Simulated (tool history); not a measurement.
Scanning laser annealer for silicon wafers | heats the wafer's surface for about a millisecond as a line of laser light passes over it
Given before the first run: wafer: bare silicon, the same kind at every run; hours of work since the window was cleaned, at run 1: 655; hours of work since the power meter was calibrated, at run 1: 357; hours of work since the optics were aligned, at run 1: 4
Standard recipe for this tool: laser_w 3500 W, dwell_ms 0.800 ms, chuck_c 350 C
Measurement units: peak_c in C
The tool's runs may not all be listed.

| run | hour | laser_w | dwell_ms | chuck_c | hours of work since the window was cleaned | hours of work since the power meter was calibrated | hours of work since the optics were aligned | peak_c |
|---|---|---|---|---|---|---|---|---|
| 1 | 0.0 | 3500 | 0.800 | 350 | 655 | 357 | 4 | 1077 |
| 2 | 8.5 | 3500 | 0.863 | 350 | 662 | 364 | 11 | 1103 |
| 3 | 23.7 | 3500 | 0.863 | 350 | 674 | 376 | 23 | 1102 |
| 4 | 32.3 | 3507 | 0.800 | 350 | 681 | 382 | 30 | 1078 |
| 5 | 45.9 | 3500 | 0.638 | 350 | 691 | 393 | 41 | 1011 |
| 6 | 59.3 | 3500 | 0.638 | 350 | 702 | 404 | 51 | 1007 |
| 7 | 69.4 | 3500 | 0.638 | 350 | 710 | 412 | 59 | 1012 |
| 8 | 82.4 | 3500 | 0.800 | 350 | 720 | 422 | 70 | 1077 |
| 9 | 89.0 | 3500 | 0.800 | 350 | 726 | 428 | 75 | 1075 |
| 10 | 100.4 | 3500 | 0.800 | 350 | 735 | 437 | 84 | 1073 |
| 11 | 111.9 | 3500 | 0.800 | 350 | 744 | 446 | 93 | 1078 |
| 12 | 127.5 | 3500 | 0.800 | 351 | 756 | 458 | 105 | 1075 |
| 13 | 140.8 | 3500 | 0.800 | 315 | 767 | 469 | 116 | 1039 |
| 14 | 153.2 | 3500 | 0.800 | 315 | 777 | 479 | 126 | 1042 |
| 15 | 166.8 | 3500 | 0.800 | 360 | 788 | 489 | 137 | 1085 |
| 16 | 178.5 | 3500 | 0.800 | 360 | 797 | 499 | 146 | 1085 |
| 17 | 186.5 | 3014 | 0.853 | 360 | 803 | 505 | 152 | 977 |
| 18 | 201.4 | 3124 | 0.636 | 386 | 815 | 517 | 164 | 954 |
| 19 | 215.8 | 3124 | 0.636 | 386 | 827 | 528 | 176 | 954 |
| 20 | 226.0 | 3350 | 0.984 | 315 | 835 | 537 | 184 | 1060 |
| 21 | 234.7 | 3500 | 0.800 | 357 | 842 | 543 | 191 | 1076 |
| 22 | 241.5 | 3089 | 0.694 | 329 | 847 | 549 | 196 | 908 |
|  | 248.2 | window over the wafer cleaned |
| 23 | 250.0 | 3089 | 0.694 | 329 | 1 | 554 | 201 | 926 |
| 24 | 256.8 | 3500 | 0.738 | 350 | 7 | 559 | 207 | 1068 |
| 25 | 267.7 | 3486 | 0.636 | 388 | 16 | 568 | 215 | 1058 |
| 26 | 274.5 | 3500 | 0.648 | 350 | 21 | 574 | 221 | 1030 |
| 27 | 286.2 | 3423 | 0.664 | 358 | 30 | 583 | 230 | 1028 |
| 28 | 299.7 | 3588 | 0.677 | 363 | 41 | 594 | 241 | 1076 |
| 29 | 311.4 | 3588 | 0.677 | 363 | 50 | 603 | 250 | 1075 |
| 30 | 321.6 | 3842 | 0.868 | 320 | 58 | 611 | 258 | 1185 |
| 31 | 337.0 | 3534 | 0.794 | 375 | 71 | 623 | 270 | 1125 |
| 32 | 344.4 | 3605 | 0.794 | 340 | 77 | 629 | 276 | 1105 |

For some of the steps in peak_c from one run to the next: how much would appear even if the tool had no hidden state, given the settings, what came in and random variation, and how much remains for the hidden state plus any gauge scatter that the measured result and the result without hidden state don't share?
Hidden conditions of the tool in this case: light that passes the window, % of a clean one's; laser's true power over the reading, %; width of the line over the set one, %; drift of the gauge itself on peak_c, C.
Run 19 -> 20: laser_w 3124 -> 3350, dwell_ms 0.636 -> 0.984, chuck_c 386 -> 315. peak_c +106 C: hidden state -6, all else +112.
Run 21 -> 22: laser_w 3500 -> 3089, dwell_ms 0.800 -> 0.694, chuck_c 357 -> 329. peak_c -168 C: hidden state +5, all else -173.
Run 22 -> 23: window over the wafer cleaned. peak_c +18 C: hidden state +17, all else +1.
Run 23 -> 24: laser_w 3089 -> 3500, dwell_ms 0.694 -> 0.738, chuck_c 329 -> 350. peak_c +142 C: hidden state -1, all else +143.
Run 29 -> 30: laser_w 3588 -> 3842, dwell_ms 0.677 -> 0.868, chuck_c 363 -> 320. peak_c +110 C: hidden state -1, all else +111.

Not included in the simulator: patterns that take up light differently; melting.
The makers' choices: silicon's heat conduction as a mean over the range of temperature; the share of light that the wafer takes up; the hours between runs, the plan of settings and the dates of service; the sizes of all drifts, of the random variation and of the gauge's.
